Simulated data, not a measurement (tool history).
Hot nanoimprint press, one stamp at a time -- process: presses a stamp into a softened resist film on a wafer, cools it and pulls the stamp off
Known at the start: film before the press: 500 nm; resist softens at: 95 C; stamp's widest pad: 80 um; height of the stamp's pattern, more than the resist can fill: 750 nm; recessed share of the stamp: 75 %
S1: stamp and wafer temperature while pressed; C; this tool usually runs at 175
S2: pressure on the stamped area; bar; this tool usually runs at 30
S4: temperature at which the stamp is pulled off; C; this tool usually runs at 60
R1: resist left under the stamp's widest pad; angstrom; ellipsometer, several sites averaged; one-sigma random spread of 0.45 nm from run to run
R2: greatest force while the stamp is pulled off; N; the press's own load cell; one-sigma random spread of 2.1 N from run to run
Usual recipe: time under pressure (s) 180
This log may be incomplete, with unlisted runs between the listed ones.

run 1 day=0 | S1=175 S2=30 time_under_pressure_(s)=180 S4=60 | R1=2768 R2=157
run 2 day=2.412 | S1=175 S2=30 time_under_pressure_(s)=241 S4=60 | R1=2473 R2=161
run 3 day=5.9 | S1=175 S2=30 time_under_pressure_(s)=180 S4=61 | R1=2757 R2=154
run 4 day=8.346 | S1=175 S2=38.5 time_under_pressure_(s)=180 S4=60 | R1=2508 R2=165
run 5 day=10.912 | S1=175 S2=38.5 time_under_pressure_(s)=180 S4=60 | R1=2508 R2=160
-- day=12.358 plate thermocouple calibrated
run 6 day=14.158 | S1=175 S2=38.5 time_under_pressure_(s)=180 S4=60 | R1=2492 R2=163
run 7 day=17.079 | S1=175 S2=38.5 time_under_pressure_(s)=180 S4=60 | R1=2491 R2=169
run 8 day=20.092 | S1=175 S2=38.5 time_under_pressure_(s)=180 S4=60 | R1=2486 R2=168
run 9 day=21.654 | S1=175 S2=38.5 time_under_pressure_(s)=180 S4=60 | R1=2484 R2=171
run 10 day=24.446 | S1=184 S2=38.5 time_under_pressure_(s)=180 S4=60 | R1=1931 R2=168
-- day=24.762 plate thermocouple calibrated, once more
run 11 day=26.488 | S1=175 S2=30 time_under_pressure_(s)=180 S4=47 | R1=2791 R2=219
run 12 day=28.112 | S1=187 S2=30 time_under_pressure_(s)=180 S4=60 | R1=2042 R2=177
-- day=28.908 stamp cleaned and given a new release coat
run 13 day=31.862 | S1=175 S2=23.8 time_under_pressure_(s)=180 S4=60 | R1=2998 R2=152
run 14 day=34.475 | S1=178 S2=35.1 time_under_pressure_(s)=180 S4=60 | R1=2422 R2=153
run 15 day=36.738 | S1=175 S2=30 time_under_pressure_(s)=203 S4=60 | R1=2653 R2=153
run 16 day=40.004 | S1=177 S2=30 time_under_pressure_(s)=180 S4=60 | R1=2630 R2=157
run 17 day=43.15 | S1=177 S2=30 time_under_pressure_(s)=195 S4=60 | R1=2542 R2=162
run 18 day=46.496 | S1=175 S2=39.8 time_under_pressure_(s)=191 S4=57 | R1=2430 R2=168
run 19 day=49.004 | S1=172 S2=30 time_under_pressure_(s)=310 S4=60 | R1=2439 R2=163
run 20 day=50.592 | S1=179 S2=20.2 time_under_pressure_(s)=180 S4=60 | R1=2841 R2=163
-- day=52.558 plate thermocouple calibrated
run 21 day=53.912 | S1=172 S2=30 time_under_pressure_(s)=180 S4=62 | R1=3037 R2=159
-- day=56.942 press's hydraulic seals changed and the load cell set to zero
run 22 day=57.667 | S1=172 S2=33 time_under_pressure_(s)=180 S4=62 | R1=2897 R2=165
run 23 day=59.962 | S1=167 S2=42.7 time_under_pressure_(s)=180 S4=60 | R1=3019 R2=170
run 24 day=62.467 | S1=167 S2=42.7 time_under_pressure_(s)=180 S4=60 | R1=3017 R2=172
run 25 day=64.208 | S1=167 S2=42.7 time_under_pressure_(s)=180 S4=60 | R1=3020 R2=170
-- day=66.575 stamp cleaned and given a new release coat
run 26 day=66.779 | S1=167 S2=42.7 time_under_pressure_(s)=180 S4=60 | R1=3013 R2=151

Branching from run 26: 5 alternative next runs. What would each branch give?
run A day=68.417 | S1=167 S2=37.3 time_under_pressure_(s)=180 S4=60 | R1=? R2=?
run B day=68.417 | S1=166 S2=30 time_under_pressure_(s)=116 S4=63 | R1=? R2=?
run C day=68.417 | S1=167 S2=47.1 time_under_pressure_(s)=113 S4=60 | R1=? R2=?
run D day=68.417 | S1=175 S2=37.5 time_under_pressure_(s)=180 S4=68 | R1=? R2=?
run E day=68.417 | S1=183 S2=36.8 time_under_pressure_(s)=180 S4=49 | R1=? R2=?

run=A R1=3137 R2=153
run=B R1=3796 R2=141
run=C R1=3353 R2=151
run=D R1=2532 R2=129
run=E R1=2049 R2=180
Without the tool's hidden state the same runs would have given:
run=A R1=3178 R2=153
run=B R1=3833 R2=141
run=C R1=3389 R2=152
run=D R1=2566 R2=130
run=E R1=2075 R2=181

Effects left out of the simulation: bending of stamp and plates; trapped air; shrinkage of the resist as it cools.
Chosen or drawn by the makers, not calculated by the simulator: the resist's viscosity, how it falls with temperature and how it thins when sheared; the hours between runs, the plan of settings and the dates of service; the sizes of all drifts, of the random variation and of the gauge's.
